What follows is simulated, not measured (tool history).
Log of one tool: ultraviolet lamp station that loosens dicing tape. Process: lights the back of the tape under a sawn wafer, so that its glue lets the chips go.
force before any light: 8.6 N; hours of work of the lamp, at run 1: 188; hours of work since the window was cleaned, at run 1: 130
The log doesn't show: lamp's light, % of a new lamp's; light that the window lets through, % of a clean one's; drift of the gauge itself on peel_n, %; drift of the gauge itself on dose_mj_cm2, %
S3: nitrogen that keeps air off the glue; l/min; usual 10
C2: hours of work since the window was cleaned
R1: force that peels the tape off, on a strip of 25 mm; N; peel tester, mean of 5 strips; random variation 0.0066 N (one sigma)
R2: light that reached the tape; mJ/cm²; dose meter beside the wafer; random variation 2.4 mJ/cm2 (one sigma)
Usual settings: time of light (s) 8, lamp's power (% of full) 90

{"run": 1, "hour": 0.0, "time of light (s)": 8, "lamp's power (% of full)": 90, "S3": 10, "hours of work of the lamp": 188, "C2": 130, "R1": 0.238, "R2": 245}
{"run": 2, "hour": 5.0, "time of light (s)": 8, "lamp's power (% of full)": 90, "S3": 10, "hours of work of the lamp": 191, "C2": 133, "R1": 0.24, "R2": 243}
{"run": 3, "hour": 12.5, "time of light (s)": 8, "lamp's power (% of full)": 90, "S3": 10, "hours of work of the lamp": 196, "C2": 137, "R1": 0.244, "R2": 242}
{"run": 4, "hour": 17.4, "time of light (s)": 15, "lamp's power (% of full)": 90, "S3": 10, "hours of work of the lamp": 199, "C2": 140, "R1": 0.157, "R2": 453}
{"run": 5, "hour": 25.1, "time of light (s)": 8, "lamp's power (% of full)": 81, "S3": 10, "hours of work of the lamp": 204, "C2": 145, "R1": 0.301, "R2": 219}
{"run": 6, "hour": 32.7, "time of light (s)": 8, "lamp's power (% of full)": 90, "S3": 8, "hours of work of the lamp": 208, "C2": 150, "R1": 0.27, "R2": 242}
{"run": 7, "hour": 41.4, "time of light (s)": 8, "lamp's power (% of full)": 90, "S3": 8, "hours of work of the lamp": 214, "C2": 155, "R1": 0.268, "R2": 242}
{"run": 8, "hour": 46.9, "time of light (s)": 8, "lamp's power (% of full)": 90, "S3": 8, "hours of work of the lamp": 217, "C2": 159, "R1": 0.283, "R2": 241}
{"run": 9, "hour": 56.1, "time of light (s)": 8, "lamp's power (% of full)": 90, "S3": 10, "hours of work of the lamp": 223, "C2": 164, "R1": 0.247, "R2": 240}
{"run": 10, "hour": 61.5, "time of light (s)": 8, "lamp's power (% of full)": 73, "S3": 10, "hours of work of the lamp": 226, "C2": 168, "R1": 0.383, "R2": 194}
{"run": 11, "hour": 71.2, "time of light (s)": 8, "lamp's power (% of full)": 81, "S3": 10, "hours of work of the lamp": 232, "C2": 174, "R1": 0.316, "R2": 215}
{"run": 12, "hour": 77.9, "time of light (s)": 8, "lamp's power (% of full)": 68, "S3": 10, "hours of work of the lamp": 237, "C2": 178, "R1": 0.471, "R2": 179}
{"run": 13, "hour": 82.9, "time of light (s)": 8, "lamp's power (% of full)": 68, "S3": 10, "hours of work of the lamp": 240, "C2": 181, "R1": 0.431, "R2": 179}
{"run": 14, "hour": 89.6, "time of light (s)": 8, "lamp's power (% of full)": 68, "S3": 10, "hours of work of the lamp": 244, "C2": 185, "R1": 0.453, "R2": 176}
{"run": 15, "hour": 96.9, "time of light (s)": 5, "lamp's power (% of full)": 90, "S3": 10, "hours of work of the lamp": 248, "C2": 190, "R1": 0.689, "R2": 149}
{"run": 16, "hour": 106.1, "time of light (s)": 10, "lamp's power (% of full)": 64, "S3": 4, "hours of work of the lamp": 254, "C2": 195, "R1": 0.527, "R2": 212}
{"run": 17, "hour": 114.7, "time of light (s)": 8, "lamp's power (% of full)": 90, "S3": 10, "hours of work of the lamp": 259, "C2": 201, "R1": 0.255, "R2": 239}
{"run": 18, "hour": 123.2, "time of light (s)": 11, "lamp's power (% of full)": 62, "S3": 10, "hours of work of the lamp": 265, "C2": 206, "R1": 0.293, "R2": 223}
{"hour": 124.6, "done": "window cleaned of glue's vapour"}
{"run": 19, "hour": 134.5, "time of light (s)": 11, "lamp's power (% of full)": 62, "S3": 10, "hours of work of the lamp": 271, "C2": 6, "R1": 0.295, "R2": 219}
{"run": 20, "hour": 139.2, "time of light (s)": 11, "lamp's power (% of full)": 62, "S3": 10, "hours of work of the lamp": 274, "C2": 9, "R1": 0.307, "R2": 220}
{"run": 21, "hour": 149.4, "time of light (s)": 11, "lamp's power (% of full)": 62, "S3": 10, "hours of work of the lamp": 281, "C2": 15, "R1": 0.315, "R2": 219}
{"run": 22, "hour": 159.7, "time of light (s)": 7, "lamp's power (% of full)": 89, "S3": 5, "hours of work of the lamp": 287, "C2": 22, "R1": 0.506, "R2": 200}
{"run": 23, "hour": 164.2, "time of light (s)": 14, "lamp's power (% of full)": 90, "S3": 7, "hours of work of the lamp": 290, "C2": 25, "R1": 0.171, "R2": 399}
{"run": 24, "hour": 169.8, "time of light (s)": 5, "lamp's power (% of full)": 62, "S3": 8, "hours of work of the lamp": 293, "C2": 28, "R1": 1.678, "R2": 100}
{"hour": 173.0, "done": "window cleaned of glue's vapour, once more"}
{"run": 25, "hour": 177.0, "time of light (s)": 12, "lamp's power (% of full)": 75, "S3": 8, "hours of work of the lamp": 297, "C2": 2, "R1": 0.183, "R2": 308}
{"run": 26, "hour": 183.0, "time of light (s)": 12, "lamp's power (% of full)": 75, "S3": 8, "hours of work of the lamp": 301, "C2": 6, "R1": 0.186, "R2": 307}
{"run": 27, "hour": 188.3, "time of light (s)": 4, "lamp's power (% of full)": 90, "S3": 18, "hours of work of the lamp": 304, "C2": 9, "R1": 0.822, "R2": 123}

5 ways to go on from here, each from the tool as it stands after run 27. What would each give?
{"run": "A", "hour": 198.2, "time of light (s)": 7, "lamp's power (% of full)": 61, "S3": 7, "hours of work of the lamp": 311, "C2": 16, "R1": "?", "R2": "?"}
{"run": "B", "hour": 198.2, "time of light (s)": 13, "lamp's power (% of full)": 90, "S3": 18, "hours of work of the lamp": 311, "C2": 16, "R1": "?", "R2": "?"}
{"run": "C", "hour": 198.2, "time of light (s)": 4, "lamp's power (% of full)": 81, "S3": 14, "hours of work of the lamp": 311, "C2": 16, "R1": "?", "R2": "?"}
{"run": "D", "hour": 198.2, "time of light (s)": 8, "lamp's power (% of full)": 80, "S3": 10, "hours of work of the lamp": 311, "C2": 16, "R1": "?", "R2": "?"}
{"run": "E", "hour": 198.2, "time of light (s)": 10, "lamp's power (% of full)": 65, "S3": 10, "hours of work of the lamp": 311, "C2": 16, "R1": "?", "R2": "?"}

run=A R1=0.855 R2=148
run=B R1=0.153 R2=401
run=C R1=1.128 R2=108
run=D R1=0.289 R2=221
run=E R1=0.291 R2=224
Without the tool's hidden state the same runs would have given:
run=A R1=0.73 R2=159
run=B R1=0.152 R2=433
run=C R1=0.975 R2=117
run=D R1=0.249 R2=238
run=E R1=0.251 R2=242
